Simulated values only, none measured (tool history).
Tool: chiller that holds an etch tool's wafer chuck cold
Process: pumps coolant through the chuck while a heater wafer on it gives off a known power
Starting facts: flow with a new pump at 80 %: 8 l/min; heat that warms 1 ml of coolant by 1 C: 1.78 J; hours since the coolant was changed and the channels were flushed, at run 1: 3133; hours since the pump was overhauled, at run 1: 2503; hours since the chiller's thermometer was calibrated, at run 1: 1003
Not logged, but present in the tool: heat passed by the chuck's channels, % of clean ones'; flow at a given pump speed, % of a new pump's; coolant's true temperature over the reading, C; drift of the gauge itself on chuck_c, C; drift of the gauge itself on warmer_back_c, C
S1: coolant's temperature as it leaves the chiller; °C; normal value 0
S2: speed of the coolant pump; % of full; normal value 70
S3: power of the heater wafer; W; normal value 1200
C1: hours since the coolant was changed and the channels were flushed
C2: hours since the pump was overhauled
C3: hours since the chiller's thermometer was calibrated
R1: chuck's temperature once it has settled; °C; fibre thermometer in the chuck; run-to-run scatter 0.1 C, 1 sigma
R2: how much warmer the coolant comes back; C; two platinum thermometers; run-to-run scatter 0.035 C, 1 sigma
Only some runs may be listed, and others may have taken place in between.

run	hour	S1	S2	S3	C1	C2	C3	R1	R2
1	0	0	70	1200	3133	2503	1003	11.4	5.86
2	132.3	0	70	1200	3265	2635	1135	11.3	5.91
3	246	0	70	1200	3379	2749	1249	11.6	5.94
4	341.2	0	70	1006	3474	2844	1344	9.7	5
5	468	0	73	1200	3601	2971	1471	11.2	5.68
6	621.4	0	73	1200	3754	3124	1624	11.1	5.7
7	722	0	73	1200	3855	3225	1725	10.9	5.7
8	845.8	0	73	1200	3979	3348	1848	11.3	5.69
9	920.3	0	73	1200	4053	3423	1923	11.3	5.71
10	1019.7	-1	63	1200	4153	3522	2022	11.7	6.69

3 ways to go on from here, each from the tool as it stands after run 10. What would each give?
A	1163.5	0	84	1198	4296	3666	2166	?	?
B	1163.5	-8	63	1200	4296	3666	2166	?	?
C	1163.5	0	70	855	4296	3666	2166	?	?

run	R1	R2
A	10	4.88
B	4.7	6.77
C	8.4	4.23
What these runs would have given with no unlogged condition in the tool:
run	R1	R2
A	9.3	4.8
B	3.8	6.65
C	7.8	4.16

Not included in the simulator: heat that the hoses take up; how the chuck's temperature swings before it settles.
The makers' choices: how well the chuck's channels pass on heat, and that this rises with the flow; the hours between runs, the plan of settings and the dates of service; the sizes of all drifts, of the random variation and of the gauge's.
